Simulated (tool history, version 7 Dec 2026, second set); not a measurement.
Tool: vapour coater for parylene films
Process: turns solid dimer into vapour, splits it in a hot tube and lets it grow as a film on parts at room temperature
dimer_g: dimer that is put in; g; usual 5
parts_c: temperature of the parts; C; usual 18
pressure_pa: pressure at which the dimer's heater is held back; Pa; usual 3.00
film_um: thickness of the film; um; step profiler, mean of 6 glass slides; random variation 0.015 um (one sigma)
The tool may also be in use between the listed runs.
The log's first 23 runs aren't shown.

-- hour=1281.5 table's thermometer calibrated
run 24 hour=1318.0 | dimer_g=7 parts_c=19 pressure_pa=3.79 | film_um=1.92
-- hour=1329.9 trap's valve overhauled
run 25 hour=1405.3 | dimer_g=2 parts_c=13 pressure_pa=5.47 | film_um=0.66
run 26 hour=1488.7 | dimer_g=2 parts_c=13 pressure_pa=5.47 | film_um=0.64
run 27 hour=1546.0 | dimer_g=2 parts_c=13 pressure_pa=5.47 | film_um=0.61
-- hour=1592.2 trap's valve overhauled
run 28 hour=1621.5 | dimer_g=8 parts_c=21 pressure_pa=2.51 | film_um=2.52
run 29 hour=1699.9 | dimer_g=8 parts_c=10 pressure_pa=2.37 | film_um=2.93
run 30 hour=1761.0 | dimer_g=4 parts_c=10 pressure_pa=4.17 | film_um=1.36
run 31 hour=1800.2 | dimer_g=4 parts_c=10 pressure_pa=4.17 | film_um=1.32
run 32 hour=1837.7 | dimer_g=3 parts_c=19 pressure_pa=3.16 | film_um=0.83
-- hour=1857.4 trap's valve overhauled
run 33 hour=1897.9 | dimer_g=8 parts_c=19 pressure_pa=11.17 | film_um=2.28
run 34 hour=1963.4 | dimer_g=5 parts_c=13 pressure_pa=3.39 | film_um=1.70
run 35 hour=2048.0 | dimer_g=2 parts_c=28 pressure_pa=3.39 | film_um=0.52

4 ways to go on from here, each from the tool as it stands after run 35. What would each give?
run A hour=2112.1 | dimer_g=5 parts_c=18 pressure_pa=6.22 | film_um=?
run B hour=2112.1 | dimer_g=5 parts_c=19 pressure_pa=3.00 | film_um=?
run C hour=2112.1 | dimer_g=5 parts_c=18 pressure_pa=3.00 | film_um=?
run D hour=2112.1 | dimer_g=2 parts_c=21 pressure_pa=2.05 | film_um=?

run=A film_um=1.36
run=B film_um=1.42
run=C film_um=1.48
run=D film_um=0.55
Without the tool's hidden state the same runs would have given:
run=A film_um=1.55
run=B film_um=1.62
run=C film_um=1.68
run=D film_um=0.63
